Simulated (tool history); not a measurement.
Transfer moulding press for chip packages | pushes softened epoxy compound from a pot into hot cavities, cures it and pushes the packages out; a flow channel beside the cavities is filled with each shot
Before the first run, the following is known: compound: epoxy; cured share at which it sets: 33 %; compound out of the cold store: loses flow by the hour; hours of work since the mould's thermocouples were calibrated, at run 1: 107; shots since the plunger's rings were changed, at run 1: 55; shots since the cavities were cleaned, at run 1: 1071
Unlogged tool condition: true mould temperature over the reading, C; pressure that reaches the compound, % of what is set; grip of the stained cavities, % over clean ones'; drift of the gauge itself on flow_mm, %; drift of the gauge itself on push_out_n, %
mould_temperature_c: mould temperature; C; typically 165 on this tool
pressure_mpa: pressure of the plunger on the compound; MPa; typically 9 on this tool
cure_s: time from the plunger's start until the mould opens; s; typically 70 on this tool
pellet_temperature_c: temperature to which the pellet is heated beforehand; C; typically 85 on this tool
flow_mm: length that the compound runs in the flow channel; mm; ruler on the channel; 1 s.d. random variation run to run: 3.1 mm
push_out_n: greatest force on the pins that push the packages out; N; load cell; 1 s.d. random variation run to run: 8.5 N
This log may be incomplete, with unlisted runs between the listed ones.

| run | hour | mould_temperature_c | pressure_mpa | cure_s | pellet_temperature_c | hours of work since the mould's thermocouples were calibrated | shots since the plunger's rings were changed | shots since the cavities were cleaned | incoming compound's hours out of the cold store | flow_mm | push_out_n |
|---|---|---|---|---|---|---|---|---|---|---|---|
| 1 | 0 | 165 | 9 | 70 | 85 | 107 | 55 | 1071 | 45.4 | 674 | 366 |
|  | 8.4 | cavities cleaned with cleaning compound and waxed |
| 2 | 10.5 | 165 | 9 | 70 | 85 | 112 | 171 | 27 | 18.8 | 748 | 370 |
| 3 | 16.3 | 165 | 9 | 70 | 85 | 115 | 246 | 102 | 30.6 | 711 | 370 |
| 4 | 26.5 | 165 | 9 | 99 | 85 | 120 | 377 | 233 | 42.6 | 675 | 279 |
| 5 | 34.1 | 165 | 9 | 70 | 85 | 124 | 475 | 331 | 8.4 | 776 | 397 |
| 6 | 40.8 | 165 | 9 | 91 | 85 | 127 | 561 | 417 | 19 | 741 | 292 |
| 7 | 50.2 | 158 | 9 | 70 | 85 | 132 | 684 | 540 | 29 | 740 | 656 |
| 8 | 55.4 | 158 | 9 | 70 | 85 | 134 | 750 | 606 | 38.3 | 714 | 618 |
| 9 | 67 | 158 | 9 | 70 | 85 | 140 | 901 | 757 | 33.7 | 722 | 635 |
| 10 | 78.1 | 165 | 9 | 70 | 85 | 146 | 1044 | 900 | 23.3 | 729 | 372 |
| 11 | 88.1 | 165 | 9 | 70 | 85 | 151 | 1173 | 1029 | 26 | 727 | 372 |
| 12 | 95 | 165 | 9 | 70 | 85 | 155 | 1262 | 1118 | 39.2 | 689 | 377 |
|  | 99.7 | cavities cleaned with cleaning compound and waxed |
| 13 | 102.4 | 165 | 9 | 70 | 85 | 158 | 1338 | 35 | 47.9 | 666 | 353 |
| 14 | 108.2 | 165 | 9 | 70 | 85 | 161 | 1413 | 110 | 19.3 | 742 | 386 |
| 15 | 114.7 | 165 | 9 | 70 | 85 | 164 | 1497 | 194 | 23.5 | 735 | 367 |
| 16 | 123.2 | 165 | 9 | 62 | 85 | 168 | 1607 | 304 | 33 | 706 | 481 |
| 17 | 134.7 | 161 | 6.97 | 80 | 92 | 174 | 1754 | 451 | 10.8 | 683 | 366 |
| 18 | 145.4 | 159 | 6.97 | 80 | 86 | 179 | 1892 | 589 | 14.2 | 690 | 435 |
| 19 | 153.9 | 165 | 10.7 | 70 | 85 | 184 | 2002 | 699 | 47.9 | 723 | 362 |
| 20 | 165.1 | 165 | 10.7 | 70 | 85 | 189 | 2147 | 844 | 32 | 768 | 374 |

Predict the results of run 21:
| 21 | 173.1 | 172 | 8.21 | 79 | 86 | 193 | 2250 | 947 | 16.8 | ? | ? |

flow_mm: 699 mm
push_out_n: 274 N
With no hidden state in the tool, this same run would have given flow_mm 699 mm, push_out_n 272 N.
